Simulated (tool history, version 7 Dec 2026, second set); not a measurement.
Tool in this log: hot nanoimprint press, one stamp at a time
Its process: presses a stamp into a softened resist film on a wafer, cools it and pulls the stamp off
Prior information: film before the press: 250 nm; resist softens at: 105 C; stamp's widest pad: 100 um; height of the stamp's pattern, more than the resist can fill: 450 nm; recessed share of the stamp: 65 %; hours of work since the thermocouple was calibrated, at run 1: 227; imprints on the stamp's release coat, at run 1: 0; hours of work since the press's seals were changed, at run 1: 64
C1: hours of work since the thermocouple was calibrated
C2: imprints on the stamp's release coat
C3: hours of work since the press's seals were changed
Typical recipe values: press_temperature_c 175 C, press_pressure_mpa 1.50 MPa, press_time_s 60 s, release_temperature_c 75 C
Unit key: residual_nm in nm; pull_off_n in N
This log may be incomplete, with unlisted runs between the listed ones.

Run 1, hour 0.0: usual settings; C1 227; C2 0; C3 64. Result: residual_nm 108.2 nm, pull_off_n 213 N.
Run 2, hour 23.7: usual settings; C1 245; C2 94; C3 83. Result: residual_nm 108.4 nm, pull_off_n 213 N.
Run 3, hour 36.8: usual settings; C1 255; C2 146; C3 93. Result: residual_nm 108.5 nm, pull_off_n 210 N.
Run 4, hour 52.8: usual settings; C1 268; C2 210; C3 106. Result: residual_nm 108.8 nm, pull_off_n 210 N.
At hour 59.6: plate thermocouple calibrated.
Run 5, hour 67.6: usual settings; C1 6; C2 256; C3 115. Result: residual_nm 108.6 nm, pull_off_n 210 N.
Run 6, hour 90.8: usual settings; C1 24; C2 348; C3 133. Result: residual_nm 108.9 nm, pull_off_n 214 N.
Run 7, hour 113.6: usual settings but press_time_s 84 s; C1 42; C2 438; C3 150. Result: residual_nm 96.5 nm, pull_off_n 210 N.
Run 8, hour 137.4: usual settings but press_temperature_c 173 C, press_pressure_mpa 1.72 MPa, press_time_s 35 s; C1 60; C2 533; C3 169. Result: residual_nm 128.0 nm, pull_off_n 213 N.
Run 9, hour 161.3: usual settings but press_temperature_c 180 C, press_pressure_mpa 0.94 MPa, release_temperature_c 79 C; C1 79; C2 628; C3 187. Result: residual_nm 123.3 nm, pull_off_n 195 N.
Run 10, hour 181.8: usual settings but press_temperature_c 172 C, press_pressure_mpa 1.52 MPa, press_time_s 81 s, release_temperature_c 66 C; C1 95; C2 709; C3 203. Result: residual_nm 105.4 nm, pull_off_n 250 N.

4 options for the next run, each taken on its own from the tool as it stands now. Forecast them:
At hour 192.1: stamp cleaned and given a new release coat.
Run A, hour 205.5: usual settings but release_temperature_c 64 C; C1 109; C2 53; C3 217. Result: residual_nm ?, pull_off_n ?.
At hour 192.1: stamp cleaned and given a new release coat.
Run B, hour 205.5: usual settings but press_temperature_c 172 C, press_pressure_mpa 1.52 MPa, press_time_s 70 s, release_temperature_c 66 C; C1 109; C2 53; C3 217. Result: residual_nm ?, pull_off_n ?.
At hour 192.1: stamp cleaned and given a new release coat.
Run C, hour 205.5: usual settings but press_temperature_c 184 C, press_pressure_mpa 1.52 MPa, press_time_s 81 s, release_temperature_c 62 C; C1 109; C2 53; C3 217. Result: residual_nm ?, pull_off_n ?.
At hour 192.1: stamp cleaned and given a new release coat.
Run D, hour 205.5: usual settings but press_temperature_c 179 C; C1 109; C2 53; C3 217. Result: residual_nm ?, pull_off_n ?.

run  residual_nm  pull_off_n
  A        109.0         259
  B        111.2         251
  C         76.4         271
  D         97.9         208
The same runs, with their run-to-run variation unchanged, on a tool lacking any hidden condition would have given:
run  residual_nm  pull_off_n
  A        108.0         258
  B        110.1         251
  C         75.7         271
  D         97.0         208

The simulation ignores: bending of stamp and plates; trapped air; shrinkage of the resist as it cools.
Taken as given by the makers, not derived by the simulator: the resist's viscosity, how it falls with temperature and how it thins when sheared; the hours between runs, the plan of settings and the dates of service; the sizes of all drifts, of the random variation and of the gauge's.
